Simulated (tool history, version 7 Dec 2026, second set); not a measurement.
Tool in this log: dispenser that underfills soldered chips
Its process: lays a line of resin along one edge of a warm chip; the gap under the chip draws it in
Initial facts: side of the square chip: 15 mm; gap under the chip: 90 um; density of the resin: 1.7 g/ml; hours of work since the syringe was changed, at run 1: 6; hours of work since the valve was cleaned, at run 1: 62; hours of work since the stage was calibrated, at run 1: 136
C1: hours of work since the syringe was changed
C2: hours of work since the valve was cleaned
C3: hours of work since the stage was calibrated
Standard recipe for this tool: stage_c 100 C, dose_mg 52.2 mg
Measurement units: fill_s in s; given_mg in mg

Run 1, hour 0: usual settings; C1 6; C2 62; C3 136. Result: fill_s 184.4 s, given_mg 49.81 mg.
At hour 1.5: new syringe of resin.
Run 2, hour 9.3: usual settings but dose_mg 47.7 mg; C1 5; C2 67; C3 141. Result: fill_s 178.4 s, given_mg 45.64 mg.
At hour 12.3: new syringe of resin.
Run 3, hour 19.1: usual settings; C1 4; C2 73; C3 147. Result: fill_s 169.6 s, given_mg 49.54 mg.
At hour 23: new syringe of resin.
Run 4, hour 24.7: usual settings; C1 1; C2 76; C3 150. Result: fill_s 127.4 s, given_mg 49.64 mg.
Run 5, hour 31.3: usual settings; C1 5; C2 80; C3 154. Result: fill_s 180.1 s, given_mg 49.21 mg.
At hour 34.1: new syringe of resin.
At hour 42.8: dispensing valve cleaned and set on the balance.
Run 6, hour 42.8: usual settings; C1 5; C2 0; C3 161. Result: fill_s 171.7 s, given_mg 52.41 mg.
At hour 46: new syringe of resin.
Run 7, hour 53.5: usual settings; C1 5; C2 6; C3 167. Result: fill_s 170.9 s, given_mg 51.69 mg.
At hour 56.7: new syringe of resin.
Run 8, hour 58.3: usual settings but dose_mg 61.8 mg; C1 1; C2 9; C3 170. Result: fill_s 124.6 s, given_mg 61.48 mg.
At hour 68.2: new syringe of resin.
Run 9, hour 68.3: usual settings but stage_c 92 C, dose_mg 61.8 mg; C1 0; C2 15; C3 175. Result: fill_s 154.1 s, given_mg 61.07 mg.
Run 10, hour 73.6: usual settings but stage_c 92 C, dose_mg 61.8 mg; C1 3; C2 18; C3 179. Result: fill_s 195.8 s, given_mg 61.27 mg.
At hour 79.1: new syringe of resin.
Run 11, hour 80.8: usual settings; C1 1; C2 22; C3 183. Result: fill_s 130 s, given_mg 51.48 mg.
Run 12, hour 87.7: usual settings; C1 5; C2 26; C3 187. Result: fill_s 185.2 s, given_mg 51.04 mg.
At hour 90.2: new syringe of resin.
Run 13, hour 93.8: usual settings but dose_mg 61.8 mg; C1 2; C2 30; C3 191. Result: fill_s 142 s, given_mg 60.35 mg.
At hour 101: new syringe of resin.
Run 14, hour 104.3: usual settings but dose_mg 61.8 mg; C1 2; C2 36; C3 197. Result: fill_s 138.5 s, given_mg 60.48 mg.
At hour 111.7: new syringe of resin.
Run 15, hour 114.4: usual settings; C1 2; C2 42; C3 203. Result: fill_s 139 s, given_mg 50.62 mg.
Run 16, hour 121.2: usual settings but stage_c 103 C, dose_mg 50.8 mg; C1 6; C2 46; C3 207. Result: fill_s 176.2 s, given_mg 49.26 mg.
At hour 122.4: new syringe of resin.
Run 17, hour 129.4: usual settings but stage_c 112 C, dose_mg 47.9 mg; C1 4; C2 51; C3 212. Result: fill_s 123.3 s, given_mg 45.83 mg.
At hour 133: new syringe of resin.
Run 18, hour 138.5: usual settings but stage_c 98 C, dose_mg 51.9 mg; C1 3; C2 56; C3 217. Result: fill_s 169.9 s, given_mg 49.72 mg.
At hour 144: new syringe of resin.
Run 19, hour 144: usual settings but stage_c 98 C, dose_mg 51.9 mg; C1 0; C2 60; C3 220. Result: fill_s 129.2 s, given_mg 49.66 mg.
Run 20, hour 154: usual settings but stage_c 113 C, dose_mg 62.7 mg; C1 6; C2 66; C3 226. Result: fill_s 131.7 s, given_mg 59.88 mg.
At hour 155.1: new syringe of resin.
Run 21, hour 159.1: usual settings but stage_c 113 C, dose_mg 58.9 mg; C1 2; C2 69; C3 229. Result: fill_s 98.6 s, given_mg 55.91 mg.
At hour 166.1: new syringe of resin.
Run 22, hour 166.1: usual settings; C1 0; C2 73; C3 233. Result: fill_s 123.4 s, given_mg 49.57 mg.
Run 23, hour 170.6: usual settings but dose_mg 49.7 mg; C1 3; C2 75; C3 236. Result: fill_s 156.4 s, given_mg 47.04 mg.
At hour 176.8: new syringe of resin.
Run 24, hour 176.8: usual settings but stage_c 93 C, dose_mg 53.5 mg; C1 0; C2 79; C3 239. Result: fill_s 152.1 s, given_mg 50.55 mg.

Run 25 is up next; what results do you expect?
Run 25, hour 186: usual settings but stage_c 93 C, dose_mg 53.5 mg; C1 6; C2 85; C3 245. Result: fill_s ?, given_mg ?.

Run 25 yielded fill_s 234.6 s, given_mg 50.53 mg.
Minus the tool's unlogged condition, the same run would have read fill_s 141.2 s, given_mg 53.82 mg.
